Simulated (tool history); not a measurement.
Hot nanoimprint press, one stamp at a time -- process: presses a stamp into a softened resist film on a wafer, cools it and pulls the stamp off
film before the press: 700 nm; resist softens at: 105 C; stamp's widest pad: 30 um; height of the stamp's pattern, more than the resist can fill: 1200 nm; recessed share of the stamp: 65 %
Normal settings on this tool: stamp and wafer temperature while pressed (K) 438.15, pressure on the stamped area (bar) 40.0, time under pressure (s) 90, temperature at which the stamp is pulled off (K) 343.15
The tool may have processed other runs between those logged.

run    hour  stamp and wafer temperature while pressed (K)  pressure on the stamped area (bar)  time under pressure (s)  temperature at which the stamp is pulled off (K)  resist left under the stamp's widest pad (Å)  greatest force while the stamp is pulled off (N)
  1     0.0                                         438.15                                40.0                       90                                            343.15                                          2535                                               136
  2    37.8                                         438.15                                40.0                       90                                            343.15                                          2495                                               139
       48.1  -- stamp cleaned and given a new release coat
  3    85.0                                         438.15                                42.3                       90                                            343.15                                          2412                                               123
  4   168.8                                         438.15                                40.0                       90                                            329.15                                          2433                                               165
      234.2  -- stamp cleaned and given a new release coat
  5   246.5                                         438.15                                40.0                       90                                            329.15                                          2407                                               147
      280.8  -- plate thermocouple calibrated
  6   310.6                                         438.15                                40.0                       90                                            329.15                                          2634                                               161
  7   391.7                                         438.15                                40.0                       90                                            343.15                                          2605                                               137
      428.4  -- stamp cleaned and given a new release coat
  8   448.1                                         437.15                                40.0                       90                                            343.15                                          2714                                               122
  9   509.6                                         437.15                                40.0                       90                                            343.15                                          2700                                               129
 10   562.4                                         437.15                                40.0                       90                                            343.15                                          2658                                               136
      618.0  -- stamp cleaned and given a new release coat
 11   644.4                                         437.15                                40.0                       90                                            343.15                                          2627                                               120
 12   697.2                                         437.15                                40.0                       90                                            343.15                                          2605                                               127
 13   769.6                                         437.15                                40.0                       90                                            343.15                                          2569                                               137
      803.0  -- stamp cleaned and given a new release coat
 14   858.6                                         432.15                                40.0                       90                                            337.15                                          3384                                               135
 15   897.2                                         434.15                                48.1                      113                                            344.15                                          2487                                               124
      931.8  -- plate thermocouple calibrated
 16   942.0                                         434.15                                48.1                      113                                            344.15                                          2822                                               135
 17   977.6                                         434.15                                48.1                      113                                            344.15                                          2809                                               140
      993.2  -- stamp cleaned and given a new release coat
     1004.8  -- press's hydraulic seals changed and the load cell set to zero
 18  1065.8                                         434.15                                48.1                      113                                            344.15                                          2730                                               123
 19  1121.7                                         435.15                                62.7                      113                                            344.15                                          2232                                               132
     1186.2  -- stamp cleaned and given a new release coat
 20  1207.9                                         434.15                                56.8                       62                                            340.15                                          3055                                               127
 21  1268.2                                         434.15                                56.8                       62                                            340.15                                          3018                                               135
 22  1317.3                                         438.15                                40.6                       90                                            343.15                                          2475                                               134
     1374.4  -- stamp cleaned and given a new release coat
 23  1374.4                                         432.15                                43.4                      103                                            348.15                                          3172                                               109
 24  1437.2                                         432.15                                43.4                      103                                            348.15                                          3141                                               113
 25  1499.1                                         450.15                                44.3                      166                                            343.15                                           906                                               131
     1560.7  -- stamp cleaned and given a new release coat
 26  1585.8                                         443.15                                63.4                       90                                            343.15                                          1373                                               121

Predict each of these 3 candidate next runs independently; none follows another, all start after run 26:
     1595.7  -- plate thermocouple calibrated
  A  1622.6                                         443.15                                63.4                      103                                            337.15                                             ?                                                 ?
     1595.7  -- plate thermocouple calibrated
  B  1622.6                                         438.15                                40.0                       90                                            334.15                                             ?                                                 ?
     1595.7  -- plate thermocouple calibrated
  C  1622.6                                         436.15                                40.0                       90                                            343.15                                             ?                                                 ?

run  resist left under the stamp's widest pad (Å)  greatest force while the stamp is pulled off (N)
  A                                          1456                                               143
  B                                          2657                                               146
  C                                          2969                                               128
Take away the tool's hidden state, keep each run's random variation, and the runs would have read:
run  resist left under the stamp's widest pad (Å)  greatest force while the stamp is pulled off (N)
  A                                          1449                                               135
  B                                          2663                                               138
  C                                          2977                                               121
